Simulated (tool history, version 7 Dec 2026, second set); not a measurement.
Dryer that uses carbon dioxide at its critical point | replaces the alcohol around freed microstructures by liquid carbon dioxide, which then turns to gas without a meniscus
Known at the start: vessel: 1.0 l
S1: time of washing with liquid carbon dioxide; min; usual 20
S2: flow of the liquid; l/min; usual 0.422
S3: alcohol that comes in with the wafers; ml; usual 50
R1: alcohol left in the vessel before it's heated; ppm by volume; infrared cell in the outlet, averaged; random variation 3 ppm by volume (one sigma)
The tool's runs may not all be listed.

run 1 hour=0.0 | S1=20 S2=0.422 S3=50 | R1=117
run 2 hour=20.5 | S1=20 S2=0.422 S3=50 | R1=120
run 3 hour=43.1 | S1=20 S2=0.422 S3=43 | R1=104
run 4 hour=54.3 | S1=20 S2=0.422 S3=43 | R1=104
run 5 hour=66.5 | S1=20 S2=0.422 S3=22 | R1=60
run 6 hour=87.4 | S1=20 S2=0.422 S3=22 | R1=66
run 7 hour=107.8 | S1=20 S2=0.422 S3=50 | R1=125
run 8 hour=125.9 | S1=20 S2=0.422 S3=50 | R1=123
run 9 hour=139.5 | S1=20 S2=0.422 S3=50 | R1=127
run 10 hour=152.1 | S1=20 S2=0.422 S3=50 | R1=128
run 11 hour=168.1 | S1=20 S2=0.422 S3=50 | R1=123
run 12 hour=186.0 | S1=20 S2=0.422 S3=50 | R1=127
run 13 hour=199.9 | S1=20 S2=0.422 S3=50 | R1=123
run 14 hour=213.3 | S1=20 S2=0.422 S3=50 | R1=127
run 15 hour=227.5 | S1=15 S2=0.422 S3=50 | R1=540
run 16 hour=238.6 | S1=15 S2=0.422 S3=50 | R1=552
run 17 hour=251.8 | S1=15 S2=0.422 S3=50 | R1=546
run 18 hour=261.8 | S1=20 S2=0.395 S3=50 | R1=189
run 19 hour=277.3 | S1=20 S2=0.395 S3=50 | R1=192
run 20 hour=297.9 | S1=20 S2=0.395 S3=50 | R1=193
run 21 hour=310.2 | S1=20 S2=0.395 S3=50 | R1=193
run 22 hour=328.7 | S1=20 S2=0.395 S3=50 | R1=194
run 23 hour=347.1 | S1=20 S2=0.395 S3=50 | R1=192
run 24 hour=368.8 | S1=20 S2=0.395 S3=50 | R1=195
run 25 hour=384.8 | S1=20 S2=0.355 S3=98 | R1=651
run 26 hour=394.6 | S1=31 S2=0.422 S3=50 | R1=22
run 27 hour=407.4 | S1=31 S2=0.422 S3=50 | R1=26
run 28 hour=429.5 | S1=20 S2=0.284 S3=35 | R1=657
run 29 hour=439.6 | S1=20 S2=0.284 S3=35 | R1=667
run 30 hour=460.7 | S1=20 S2=0.284 S3=35 | R1=657
run 31 hour=479.0 | S1=20 S2=0.284 S3=35 | R1=669
run 32 hour=498.0 | S1=20 S2=0.518 S3=35 | R1=50
run 33 hour=515.7 | S1=21 S2=0.422 S3=51 | R1=123
run 34 hour=533.0 | S1=16 S2=0.683 S3=93 | R1=64
run 35 hour=545.9 | S1=24 S2=0.683 S3=93 | R1=25
run 36 hour=557.4 | S1=24 S2=0.683 S3=93 | R1=28
run 37 hour=568.6 | S1=25 S2=0.370 S3=50 | R1=101
run 38 hour=578.4 | S1=22 S2=0.314 S3=50 | R1=419
run 39 hour=588.7 | S1=22 S2=0.314 S3=50 | R1=422
run 40 hour=601.0 | S1=22 S2=0.314 S3=50 | R1=417
run 41 hour=618.3 | S1=24 S2=0.550 S3=38 | R1=32
run 42 hour=633.0 | S1=20 S2=0.422 S3=28 | R1=81
run 43 hour=644.0 | S1=20 S2=0.425 S3=25 | R1=71
run 44 hour=653.7 | S1=20 S2=0.425 S3=25 | R1=76
run 45 hour=664.6 | S1=19 S2=0.422 S3=50 | R1=164
run 46 hour=687.8 | S1=28 S2=0.414 S3=31 | R1=35
run 47 hour=700.5 | S1=20 S2=0.422 S3=62 | R1=150

Not shown: 1 entry that the log had between the listed runs. Between which runs, and how does the tool's hidden state differ before and after?
Between runs 41 and 42: inlet filter changed (hour 632.6)
  flow that reaches the vessel past the clogged filter, %: 94.6 -> 99.9; alcohol in the recycled carbon dioxide, ppm: 25.2 -> 25.5
  measured less the result without the state, R1: +22 -> +21 ppm by volume
